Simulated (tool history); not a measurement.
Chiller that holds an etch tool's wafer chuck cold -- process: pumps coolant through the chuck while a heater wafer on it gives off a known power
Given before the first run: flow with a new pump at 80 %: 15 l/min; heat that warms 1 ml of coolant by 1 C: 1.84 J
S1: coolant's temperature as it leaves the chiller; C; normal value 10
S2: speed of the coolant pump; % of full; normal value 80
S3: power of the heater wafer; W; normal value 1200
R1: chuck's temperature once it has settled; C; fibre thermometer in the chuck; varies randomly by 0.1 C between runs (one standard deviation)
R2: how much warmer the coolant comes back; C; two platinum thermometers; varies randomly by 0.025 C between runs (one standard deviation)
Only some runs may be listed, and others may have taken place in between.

run	hour	S1	S2	S3	R1	R2
1	0.0	10	80	1200	18.8	2.59
2	39.0	10	80	1200	19.0	2.62
3	90.3	10	99	1200	17.8	1.98
4	140.0	10	99	1200	17.9	1.97
5	186.2	10	72	1200	19.5	2.91
6	232.7	10	98	1200	17.9	2.08
7	284.0	10	98	1200	17.9	1.99
8	311.3	10	98	1200	17.9	1.99
9	345.3	10	98	1200	17.9	1.98
10	389.2	10	98	1200	17.9	1.98
11	437.7	10	80	1200	18.9	2.50
12	475.6	10	80	1200	19.0	2.47
13	510.9	10	80	1200	18.8	2.45
14	570.3	10	80	1200	18.7	2.44
# hour 585.9: gauge calibrated
15	604.2	10	80	1200	18.9	2.62
16	638.3	10	80	1200	18.7	2.58
17	667.8	10	80	1200	19.0	2.60
18	694.3	6	80	1077	13.9	2.29
19	749.4	13	79	1128	21.3	2.46
20	773.8	13	79	1128	21.4	2.44
21	816.6	13	79	1128	21.4	2.44
22	866.1	10	78	735	15.5	1.57
23	901.9	12	87	688	16.8	1.25
24	940.7	12	63	805	18.8	2.20
25	983.5	6	82	1200	14.8	2.40

Estimate the outcome of run 26 from the log above:
26	1030.6	6	82	1200	?	?

R1: 14.7 C
R2: 2.39 C
Were there no unlogged condition in the tool, this run, its random variation unchanged, would have produced R1 14.7 C, R2 2.52 C.

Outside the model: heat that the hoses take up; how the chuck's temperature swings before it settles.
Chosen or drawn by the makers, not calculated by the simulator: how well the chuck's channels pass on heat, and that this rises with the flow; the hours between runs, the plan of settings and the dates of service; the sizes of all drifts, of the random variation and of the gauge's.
